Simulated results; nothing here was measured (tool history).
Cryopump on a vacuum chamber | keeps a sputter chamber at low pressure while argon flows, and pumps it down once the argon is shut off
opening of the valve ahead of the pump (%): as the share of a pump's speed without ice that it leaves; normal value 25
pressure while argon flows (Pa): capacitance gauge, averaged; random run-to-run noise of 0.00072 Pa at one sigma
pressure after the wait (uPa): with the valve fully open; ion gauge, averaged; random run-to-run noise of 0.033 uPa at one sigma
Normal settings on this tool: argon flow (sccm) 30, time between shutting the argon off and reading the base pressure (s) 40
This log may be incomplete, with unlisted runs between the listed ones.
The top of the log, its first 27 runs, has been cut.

run	hour	argon flow (sccm)	time between shutting the argon off and reading the base pressure (s)	opening of the valve ahead of the pump (%)	hours of work since the pump was warmed up and emptied	hours of work since the cold head was overhauled	hours of work since the chamber's fittings were tightened	pressure while argon flows (Pa)	pressure after the wait (uPa)
28	396.5	30	40	16	724	724	1680	0.2116	4.4
29	413.6	13	25	43	736	736	1692	0.0361	5.2
30	433.2	13	198	25	750	750	1706	0.0615	3.08
31	450.8	25	54	20	763	763	1719	0.1441	3.97
32	463.4	30	41	25	772	772	1728	0.1403	4.39
33	473.5	30	40	31	779	779	1736	0.1146	4.43
34	493.1	26	256	27	793	793	1750	0.1128	3.23
35	509.7	38	125	17	805	805	1762	0.2559	3.42

What if the next run were any one of these 3? Each begins from the tool's condition after run 35:
A	524.9	27	30	17	816	816	1773	?	?
B	524.9	51	40	30	816	816	1773	?	?
C	524.9	22	101	34	816	816	1773	?	?

run	pressure while argon flows (Pa)	pressure after the wait (uPa)
A	0.1815	5.19
B	0.2027	4.53
C	0.0777	3.58
What these runs would have given with no unlogged condition in the tool:
run	pressure while argon flows (Pa)	pressure after the wait (uPa)
A	0.1724	2.36
B	0.1855	1.76
C	0.0703	0.82

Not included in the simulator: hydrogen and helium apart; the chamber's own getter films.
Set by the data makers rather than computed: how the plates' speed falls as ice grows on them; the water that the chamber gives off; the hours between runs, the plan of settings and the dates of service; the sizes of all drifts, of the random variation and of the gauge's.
